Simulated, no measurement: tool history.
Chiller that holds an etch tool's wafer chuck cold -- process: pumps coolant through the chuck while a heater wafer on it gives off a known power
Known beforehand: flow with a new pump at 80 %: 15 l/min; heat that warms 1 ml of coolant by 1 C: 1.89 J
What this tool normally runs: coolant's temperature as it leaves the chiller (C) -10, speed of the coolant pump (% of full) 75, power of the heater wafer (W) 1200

run     day  coolant's temperature as it leaves the chiller (C)  speed of the coolant pump (% of full)  power of the heater wafer (W)  chuck's temperature once it has settled (C)  how much warmer the coolant comes back (C)
  1       0                                                 -10                                     75                           1200                                         -1.4                                        2.74
  2   1.633                                                 -10                                     75                           1200                                         -1.5                                        2.76
  3   4.196                                                 -10                                     75                           1745                                          2.5                                        4.02
  4   8.088                                                 -10                                     75                            764                                         -4.5                                        1.74
  5  11.412                                                 -10                                     75                            764                                         -4.5                                        1.78
  6  13.317                                                 -10                                     75                           1200                                         -1.5                                        2.77
  7  15.671                                                  -5                                     75                           1200                                          3.7                                        2.74
  8  17.325                                                 -10                                     78                           1200                                         -1.5                                        2.64
  9  20.988                                                 -10                                     75                           1200                                         -1.2                                        2.73
 10  22.888                                                 -10                                     75                           1200                                         -1.3                                        2.74
 11   25.05                                                 -10                                     75                           1200                                         -1.2                                        2.75
 12  28.412                                                 -10                                     75                           1200                                         -1.2                                        2.77
     28.633  -- chiller's thermometer calibrated
 13  31.833                                                 -10                                     75                           1200                                           -1                                        2.76
 14  35.467                                                 -11                                     75                            855                                         -4.5                                        1.96
 15  37.454                                                  -7                                     75                           1385                                            3                                        3.18
 16   41.25                                                  -7                                     75                           1385                                          3.1                                        3.16
     43.962  -- chiller's thermometer calibrated, once more
 17  43.988                                                  -7                                     75                           1385                                          3.5                                        3.19
 18  46.225                                                  -7                                     75                           1385                                          3.3                                         3.2
 19  49.129                                                  -7                                     75                           1385                                          3.3                                        3.16
 20  51.292                                                  -6                                     67                           1543                                          6.6                                        4.04

Run 21, settings as shown, results not yet in. Your forecast:
 21  54.062                                                 -16                                     74                           1343                                            ?                                           ?

chuck's temperature once it has settled (C): -5.9
how much warmer the coolant comes back (C): 3.13
The same run, on a tool lacking any hidden state, would have yielded chuck's temperature once it has settled (C) -7.4, how much warmer the coolant comes back (C) 3.05.

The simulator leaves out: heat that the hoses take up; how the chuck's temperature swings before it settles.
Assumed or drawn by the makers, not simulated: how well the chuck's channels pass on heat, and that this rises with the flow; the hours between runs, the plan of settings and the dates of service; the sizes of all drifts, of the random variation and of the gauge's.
